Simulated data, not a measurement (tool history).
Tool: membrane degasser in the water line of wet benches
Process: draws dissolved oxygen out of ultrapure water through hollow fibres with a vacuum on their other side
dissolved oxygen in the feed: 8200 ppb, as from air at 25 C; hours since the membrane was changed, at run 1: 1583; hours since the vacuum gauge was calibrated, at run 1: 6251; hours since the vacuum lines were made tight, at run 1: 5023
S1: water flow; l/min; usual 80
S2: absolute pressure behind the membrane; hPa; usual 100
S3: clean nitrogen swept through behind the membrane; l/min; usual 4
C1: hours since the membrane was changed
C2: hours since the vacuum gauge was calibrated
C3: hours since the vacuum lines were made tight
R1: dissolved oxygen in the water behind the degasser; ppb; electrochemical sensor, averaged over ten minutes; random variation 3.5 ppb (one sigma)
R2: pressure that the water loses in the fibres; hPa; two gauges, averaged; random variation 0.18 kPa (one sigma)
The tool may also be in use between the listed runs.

run,hour,S1,S2,S3,C1,C2,C3,R1,R2
1,0,80,100,4,1583,6251,5023,553.7,578.4
2,82.4,80,100,4,1666,6334,5105,545.2,574.5
# hour 119.1: vacuum gauge calibrated
3,155.2,80,100,4,1738,36,5177,560.2,575.3
4,232,80,100,4,1815,113,5254,563,573.6
5,312.8,73,100,4,1896,194,5335,469.4,519.5
6,356.7,73,100,4,1939,238,5379,471.4,519.3
7,409.1,73,100,10.47,1992,290,5431,319.2,517.5

Run 8 comes next. What will it give?
8,458.5,96,100,4.32,2041,339,5481,?,?

{"run 8": {"R1": 739.4, "R2": 681.6}}
Without the tool's hidden state the same run would have given R1 739.2 ppb, R2 692.2 hPa.
